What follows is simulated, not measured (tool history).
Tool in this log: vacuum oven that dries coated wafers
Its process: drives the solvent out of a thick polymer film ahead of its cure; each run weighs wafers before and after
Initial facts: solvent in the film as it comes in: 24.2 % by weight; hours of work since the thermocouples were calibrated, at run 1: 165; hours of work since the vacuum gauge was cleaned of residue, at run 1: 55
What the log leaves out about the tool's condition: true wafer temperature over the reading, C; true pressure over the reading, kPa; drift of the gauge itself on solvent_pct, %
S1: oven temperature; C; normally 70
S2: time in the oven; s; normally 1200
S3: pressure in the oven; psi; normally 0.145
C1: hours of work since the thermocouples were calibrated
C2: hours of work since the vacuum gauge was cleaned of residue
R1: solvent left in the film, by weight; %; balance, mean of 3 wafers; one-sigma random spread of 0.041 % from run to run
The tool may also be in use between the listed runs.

| run | hour | S1 | S2 | S3 | C1 | C2 | R1 |
|---|---|---|---|---|---|---|---|
| 1 | 0.0 | 70 | 1200 | 0.145 | 165 | 55 | 1.30 |
| 2 | 51.4 | 70 | 1200 | 0.145 | 196 | 86 | 1.24 |
| 3 | 76.7 | 70 | 1200 | 0.145 | 212 | 102 | 1.41 |
| 4 | 109.2 | 70 | 1200 | 0.145 | 231 | 121 | 1.36 |
| 5 | 156.9 | 70 | 1200 | 0.145 | 260 | 150 | 1.33 |
| 6 | 197.8 | 70 | 1200 | 0.145 | 285 | 175 | 1.31 |
| 7 | 225.3 | 74 | 1200 | 0.145 | 302 | 192 | 0.71 |
| 8 | 254.6 | 74 | 1200 | 0.145 | 319 | 209 | 0.73 |
| 9 | 294.9 | 74 | 1200 | 0.145 | 344 | 234 | 0.72 |
| 10 | 321.2 | 84 | 1200 | 0.145 | 360 | 249 | 0.27 |
| 11 | 356.0 | 84 | 1200 | 0.145 | 381 | 271 | 0.27 |
|  | 360.7 | vacuum gauge cleaned of residue and calibrated |
| 12 | 409.5 | 63 | 1200 | 0.145 | 412 | 30 | 3.00 |
| 13 | 456.7 | 63 | 1200 | 0.145 | 441 | 58 | 2.96 |
| 14 | 496.8 | 70 | 1740 | 0.145 | 465 | 82 | 0.66 |
| 15 | 534.7 | 70 | 1200 | 0.145 | 488 | 105 | 1.26 |
| 16 | 560.4 | 70 | 1200 | 0.145 | 503 | 121 | 1.25 |
| 17 | 592.2 | 70 | 1200 | 0.145 | 523 | 140 | 1.28 |
| 18 | 616.7 | 56 | 1200 | 0.145 | 537 | 155 | 5.65 |
| 19 | 641.1 | 70 | 1200 | 0.145 | 552 | 170 | 1.27 |
| 20 | 668.5 | 70 | 1200 | 0.525 | 569 | 186 | 2.13 |
|  | 673.6 | vacuum gauge cleaned of residue and calibrated, once more |
| 21 | 703.2 | 75 | 1200 | 0.292 | 589 | 18 | 0.86 |
| 22 | 735.0 | 75 | 1200 | 0.292 | 608 | 37 | 0.87 |
| 23 | 767.6 | 73 | 840 | 0.274 | 628 | 57 | 2.03 |
| 24 | 803.7 | 73 | 1740 | 0.274 | 650 | 79 | 0.73 |
| 25 | 847.4 | 69 | 660 | 0.183 | 676 | 105 | 4.22 |
| 26 | 888.7 | 60 | 1200 | 0.525 | 701 | 130 | 5.01 |
| 27 | 923.0 | 60 | 1200 | 0.525 | 722 | 151 | 4.91 |
| 28 | 977.7 | 80 | 1080 | 0.495 | 755 | 184 | 1.06 |
| 29 | 1016.6 | 80 | 1080 | 0.495 | 778 | 207 | 0.97 |
| 30 | 1067.4 | 80 | 1080 | 0.495 | 809 | 238 | 0.94 |
| 31 | 1120.4 | 80 | 1080 | 0.274 | 841 | 270 | 0.60 |
| 32 | 1164.7 | 80 | 1080 | 0.274 | 868 | 297 | 0.64 |
| 33 | 1212.7 | 57 | 1800 | 0.078 | 897 | 326 | 2.32 |
| 34 | 1241.2 | 57 | 1800 | 0.078 | 914 | 343 | 2.35 |
| 35 | 1263.3 | 57 | 1800 | 0.078 | 928 | 357 | 2.36 |
| 36 | 1291.9 | 57 | 1800 | 0.078 | 945 | 374 | 2.37 |
| 37 | 1317.7 | 59 | 660 | 0.078 | 961 | 390 | 7.75 |
| 38 | 1344.0 | 56 | 660 | 0.435 | 976 | 405 | 10.20 |

Each run again, without the hidden state but with its own random variation kept:
| run | R1 |
|---|---|
| 1 | 1.39 |
| 2 | 1.34 |
| 3 | 1.52 |
| 4 | 1.46 |
| 5 | 1.44 |
| 6 | 1.43 |
| 7 | 0.78 |
| 8 | 0.80 |
| 9 | 0.80 |
| 10 | 0.27 |
| 11 | 0.27 |
| 12 | 3.30 |
| 13 | 3.28 |
| 14 | 0.70 |
| 15 | 1.43 |
| 16 | 1.43 |
| 17 | 1.46 |
| 18 | 6.17 |
| 19 | 1.45 |
| 20 | 2.36 |
| 21 | 1.01 |
| 22 | 1.02 |
| 23 | 2.40 |
| 24 | 0.82 |
| 25 | 4.84 |
| 26 | 5.71 |
| 27 | 5.62 |
| 28 | 1.18 |
| 29 | 1.09 |
| 30 | 1.06 |
| 31 | 0.70 |
| 32 | 0.74 |
| 33 | 2.93 |
| 34 | 2.97 |
| 35 | 2.98 |
| 36 | 3.01 |
| 37 | 8.71 |
| 38 | 11.21 |
